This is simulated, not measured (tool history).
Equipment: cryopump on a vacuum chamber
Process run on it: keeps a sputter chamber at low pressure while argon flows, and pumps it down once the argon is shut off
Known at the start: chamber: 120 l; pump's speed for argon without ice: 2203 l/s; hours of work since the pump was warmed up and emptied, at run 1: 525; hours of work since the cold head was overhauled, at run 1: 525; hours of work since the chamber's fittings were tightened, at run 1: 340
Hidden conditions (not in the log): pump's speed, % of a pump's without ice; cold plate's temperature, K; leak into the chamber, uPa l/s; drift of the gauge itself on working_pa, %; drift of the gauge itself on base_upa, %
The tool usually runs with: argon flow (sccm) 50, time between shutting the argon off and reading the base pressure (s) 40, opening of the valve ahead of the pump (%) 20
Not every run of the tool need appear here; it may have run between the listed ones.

run	hour	argon flow (sccm)	time between shutting the argon off and reading the base pressure (s)	opening of the valve ahead of the pump (%)	hours of work since the pump was warmed up and emptied	hours of work since the cold head was overhauled	hours of work since the chamber's fittings were tightened	pressure while argon flows (Pa)	pressure after the wait (uPa)
1	0	50	40	20	525	525	340	0.2027	1.09
2	6.6	50	40	20	531	531	345	0.1996	1.05
3	17.4	50	40	20	540	540	355	0.2014	1.08
4	29.3	50	40	20	551	551	365	0.1999	1.1
5	38.8	50	40	20	559	559	374	0.2029	1.14
6	48.4	50	40	20	567	567	382	0.2043	1.11
7	58.1	88	40	20	576	576	390	0.3568	1.12
8	66	88	40	20	583	583	397	0.3582	1.09
9	75.5	88	40	20	591	591	406	0.3572	1.15
10	85.9	88	40	20	600	600	415	0.3558	1.12
11	98.5	50	116	20	611	611	426	0.2026	0.75
12	112.7	50	40	19	623	623	438	0.2137	1.18
13	126.1	50	40	19	635	635	450	0.2143	1.14
14	135.2	50	40	46	643	643	458	0.0953	1.19
15	142	50	40	46	649	649	464	0.0952	1.24
16	152.7	50	40	46	658	658	473	0.096	1.19
17	165.4	50	40	39	670	670	484	0.1115	1.2
18	177.1	50	40	39	680	680	495	0.112	1.3
19	191	79	172	20	692	692	507	0.324	0.87
20	201.4	50	40	52	701	701	516	0.087	1.28
21	213.9	85	40	20	712	712	527	0.348	1.28
22	221.7	27	40	20	719	719	534	0.1111	1.31
23	228.7	27	40	20	725	725	540	0.1106	1.31
24	237.7	24	26	26	733	733	548	0.0773	1.63

Each row is a separate what-if for the run after 24, all from the same tool condition, not one after another. Results?
A	248.9	68	26	26	743	743	557	?	?
B	248.9	21	39	32	743	743	557	?	?
C	248.9	50	55	20	743	743	557	?	?
D	248.9	46	52	26	743	743	557	?	?

run	pressure while argon flows (Pa)	pressure after the wait (uPa)
A	0.2217	1.66
B	0.0561	1.34
C	0.2072	1.2
D	0.1494	1.19
Had the tool no hidden state, the same runs would have come out as:
run	pressure while argon flows (Pa)	pressure after the wait (uPa)
A	0.2017	1.07
B	0.05	0.76
C	0.1925	0.6
D	0.136	0.6

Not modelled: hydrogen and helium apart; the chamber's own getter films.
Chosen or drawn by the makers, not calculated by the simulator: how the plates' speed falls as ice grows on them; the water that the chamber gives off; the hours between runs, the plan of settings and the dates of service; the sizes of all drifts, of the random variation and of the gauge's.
